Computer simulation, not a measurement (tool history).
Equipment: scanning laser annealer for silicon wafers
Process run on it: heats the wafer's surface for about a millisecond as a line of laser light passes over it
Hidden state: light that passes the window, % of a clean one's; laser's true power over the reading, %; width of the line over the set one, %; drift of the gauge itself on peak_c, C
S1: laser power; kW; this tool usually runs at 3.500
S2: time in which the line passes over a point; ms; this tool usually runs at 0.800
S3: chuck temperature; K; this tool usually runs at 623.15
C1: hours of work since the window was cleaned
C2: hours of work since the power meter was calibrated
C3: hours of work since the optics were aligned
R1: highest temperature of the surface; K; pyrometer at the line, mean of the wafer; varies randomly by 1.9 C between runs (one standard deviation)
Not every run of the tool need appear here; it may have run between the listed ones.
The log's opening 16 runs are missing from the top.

run 17 day=40.679 | S1=3.761 S2=0.800 S3=623.15 | C1=36 C2=95 C3=1497 | R1=1442.15
run 18 day=43.475 | S1=3.500 S2=0.870 S3=623.15 | C1=69 C2=128 C3=1529 | R1=1411.15
run 19 day=46.367 | S1=3.500 S2=0.834 S3=623.15 | C1=103 C2=162 C3=1563 | R1=1389.15
run 20 day=48.408 | S1=3.500 S2=0.592 S3=623.15 | C1=126 C2=186 C3=1587 | R1=1261.15
run 21 day=50.679 | S1=3.040 S2=0.744 S3=601.15 | C1=153 C2=212 C3=1613 | R1=1210.15
run 22 day=53.175 | S1=3.369 S2=0.588 S3=608.15 | C1=182 C2=241 C3=1642 | R1=1214.15
-- day=54.004 optics aligned, line set to its width
run 23 day=56.292 | S1=3.369 S2=0.577 S3=639.15 | C1=216 C2=275 C3=27 | R1=1242.15
run 24 day=58.362 | S1=3.501 S2=0.696 S3=626.15 | C1=240 C2=299 C3=51 | R1=1323.15
run 25 day=60.362 | S1=3.800 S2=0.696 S3=594.15 | C1=264 C2=323 C3=74 | R1=1356.15
run 26 day=62.129 | S1=3.590 S2=0.800 S3=623.15 | C1=284 C2=343 C3=95 | R1=1390.15
run 27 day=63.638 | S1=3.238 S2=0.894 S3=617.15 | C1=302 C2=361 C3=112 | R1=1335.15
run 28 day=65.183 | S1=3.238 S2=0.894 S3=617.15 | C1=320 C2=379 C3=130 | R1=1339.15
run 29 day=68.125 | S1=3.367 S2=0.610 S3=637.15 | C1=354 C2=413 C3=165 | R1=1252.15
run 30 day=70.242 | S1=3.226 S2=0.914 S3=623.15 | C1=379 C2=438 C3=190 | R1=1343.15
run 31 day=73.638 | S1=3.128 S2=0.914 S3=645.15 | C1=418 C2=478 C3=229 | R1=1339.15
run 32 day=75.400 | S1=3.128 S2=0.584 S3=619.15 | C1=439 C2=498 C3=250 | R1=1167.15
run 33 day=76.829 | S1=3.842 S2=0.561 S3=652.15 | C1=456 C2=515 C3=266 | R1=1331.15
run 34 day=78.692 | S1=3.221 S2=0.936 S3=618.15 | C1=477 C2=537 C3=288 | R1=1340.15
run 35 day=80.388 | S1=3.221 S2=0.936 S3=618.15 | C1=497 C2=556 C3=308 | R1=1338.15
run 36 day=82.088 | S1=3.221 S2=0.936 S3=618.15 | C1=517 C2=576 C3=328 | R1=1337.15
run 37 day=84.229 | S1=3.221 S2=0.936 S3=618.15 | C1=542 C2=601 C3=353 | R1=1336.15
run 38 day=86.462 | S1=3.359 S2=0.832 S3=638.15 | C1=568 C2=627 C3=379 | R1=1345.15
-- day=87.900 window over the wafer cleaned
run 39 day=89.108 | S1=3.359 S2=0.832 S3=638.15 | C1=14 C2=657 C3=409 | R1=1372.15
run 40 day=91.354 | S1=3.359 S2=0.832 S3=638.15 | C1=40 C2=683 C3=435 | R1=1372.15

Forecast each of these 3 alternatives for the next run:
run A day=94.462 | S1=3.333 S2=0.800 S3=623.15 | C1=77 C2=720 C3=471 | R1=?
run B day=94.462 | S1=3.305 S2=0.832 S3=638.15 | C1=77 C2=720 C3=471 | R1=?
run C day=94.462 | S1=3.757 S2=0.900 S3=591.15 | C1=77 C2=720 C3=471 | R1=?

run=A R1=1333.15
run=B R1=1358.15
run=C R1=1459.15
The same runs, with their run-to-run variation unchanged, on a tool lacking any hidden condition would have given:
run=A R1=1347.15
run=B R1=1372.15
run=C R1=1477.15

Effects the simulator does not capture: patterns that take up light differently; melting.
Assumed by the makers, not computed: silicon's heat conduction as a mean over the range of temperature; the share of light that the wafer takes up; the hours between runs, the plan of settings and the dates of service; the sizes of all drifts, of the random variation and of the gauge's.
